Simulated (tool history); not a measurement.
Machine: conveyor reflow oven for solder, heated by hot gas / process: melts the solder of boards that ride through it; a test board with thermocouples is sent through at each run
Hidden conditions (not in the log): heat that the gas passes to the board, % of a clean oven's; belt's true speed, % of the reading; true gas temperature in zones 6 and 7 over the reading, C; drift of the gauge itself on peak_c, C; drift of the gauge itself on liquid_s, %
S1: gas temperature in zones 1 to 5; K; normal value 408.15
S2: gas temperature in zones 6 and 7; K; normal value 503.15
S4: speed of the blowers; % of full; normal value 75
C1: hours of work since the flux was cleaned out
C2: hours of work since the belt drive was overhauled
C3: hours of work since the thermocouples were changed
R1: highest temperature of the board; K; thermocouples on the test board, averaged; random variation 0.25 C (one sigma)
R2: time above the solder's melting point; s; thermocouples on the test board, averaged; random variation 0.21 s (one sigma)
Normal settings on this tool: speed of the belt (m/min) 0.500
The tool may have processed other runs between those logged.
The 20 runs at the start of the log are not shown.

{"run": 21, "hour": 568.3, "S1": 414.15, "S2": 503.15, "speed of the belt (m/min)": 0.5, "S4": 75, "C1": 89, "C2": 43, "C3": 675, "R1": 488.55, "R2": 62.0}
{"run": 22, "hour": 585.6, "S1": 402.15, "S2": 503.15, "speed of the belt (m/min)": 0.402, "S4": 68, "C1": 102, "C2": 57, "C3": 688, "R1": 491.45, "R2": 76.9}
{"run": 23, "hour": 611.2, "S1": 408.15, "S2": 503.15, "speed of the belt (m/min)": 0.5, "S4": 57, "C1": 122, "C2": 77, "C3": 708, "R1": 483.75, "R2": 54.6}
{"run": 24, "hour": 647.5, "S1": 408.15, "S2": 513.15, "speed of the belt (m/min)": 0.5, "S4": 75, "C1": 150, "C2": 105, "C3": 736, "R1": 496.15, "R2": 65.7}
{"run": 25, "hour": 665.5, "S1": 408.15, "S2": 503.15, "speed of the belt (m/min)": 0.595, "S4": 82, "C1": 164, "C2": 119, "C3": 750, "R1": 482.65, "R2": 44.7}
{"hour": 687.3, "done": "flux residue cleaned out of gas plates and filters"}
{"run": 26, "hour": 687.6, "S1": 412.15, "S2": 503.15, "speed of the belt (m/min)": 0.5, "S4": 79, "C1": 0, "C2": 132, "C3": 764, "R1": 488.35, "R2": 61.8}
{"run": 27, "hour": 711.2, "S1": 408.15, "S2": 517.15, "speed of the belt (m/min)": 0.515, "S4": 85, "C1": 19, "C2": 150, "C3": 782, "R1": 500.25, "R2": 66.7}
{"run": 28, "hour": 729.1, "S1": 408.15, "S2": 517.15, "speed of the belt (m/min)": 0.515, "S4": 85, "C1": 32, "C2": 164, "C3": 796, "R1": 499.95, "R2": 66.8}

Run 29 is up next; what results do you expect?
{"run": 29, "hour": 765.5, "S1": 408.15, "S2": 503.15, "speed of the belt (m/min)": 0.583, "S4": 76, "C1": 61, "C2": 192, "C3": 824, "R1": "?", "R2": "?"}

{"run 29": {"R1": 482.45, "R2": 45.2}}
If the tool had no hidden condition, the same run with the same run-to-run variation would have returned R1 482.45 K, R2 45.3 s.
